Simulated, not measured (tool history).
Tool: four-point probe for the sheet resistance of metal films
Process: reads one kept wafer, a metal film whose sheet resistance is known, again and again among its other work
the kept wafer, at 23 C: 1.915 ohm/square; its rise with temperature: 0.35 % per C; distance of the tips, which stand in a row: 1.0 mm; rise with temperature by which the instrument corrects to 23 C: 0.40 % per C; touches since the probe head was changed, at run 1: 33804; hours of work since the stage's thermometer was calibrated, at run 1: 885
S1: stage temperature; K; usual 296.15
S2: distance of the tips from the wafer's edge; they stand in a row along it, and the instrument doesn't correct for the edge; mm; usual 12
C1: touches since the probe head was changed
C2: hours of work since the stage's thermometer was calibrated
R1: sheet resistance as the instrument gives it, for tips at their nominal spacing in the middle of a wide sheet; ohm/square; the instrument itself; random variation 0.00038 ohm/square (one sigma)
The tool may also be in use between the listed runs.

run 1 hour=0.0 | S1=296.15 S2=12 | C1=33804 C2=885 | R1=1.917770
run 2 hour=55.9 | S1=296.15 S2=12 | C1=36975 C2=923 | R1=1.916487
run 3 hour=156.9 | S1=296.15 S2=12 | C1=42704 C2=992 | R1=1.915833
run 4 hour=231.4 | S1=296.15 S2=12 | C1=46934 C2=1042 | R1=1.915603
run 5 hour=288.4 | S1=296.15 S2=12 | C1=50167 C2=1081 | R1=1.914398
run 6 hour=386.7 | S1=296.15 S2=12 | C1=55742 C2=1148 | R1=1.914826
run 7 hour=489.3 | S1=296.15 S2=12 | C1=61560 C2=1217 | R1=1.913266
run 8 hour=555.4 | S1=296.15 S2=26 | C1=65309 C2=1262 | R1=1.907728
run 9 hour=608.7 | S1=302.15 S2=62 | C1=68337 C2=1298 | R1=1.899874
run 10 hour=730.4 | S1=302.15 S2=62 | C1=75241 C2=1381 | R1=1.899186
run 11 hour=800.3 | S1=302.15 S2=62 | C1=79203 C2=1428 | R1=1.898184
run 12 hour=911.9 | S1=293.15 S2=5 | C1=85535 C2=1504 | R1=1.948115

Some steps in R1 between neighbouring runs. How much of each would the tool show without its hidden state too (settings, what came in, random variation), and how much is left for the hidden state, with any gauge scatter that isn't in both results?
The hidden state here: inner tips' distance over the nominal, %; tips' flats over new ones', %; wafer's true temperature over the reading, C; drift of the gauge itself on sheet_ohm, %.
Run 11 -> 12: S1 302.15 -> 293.15, S2 62 -> 5. R1 +0.049931 ohm/square: hidden state -0.000943, all else +0.050874.
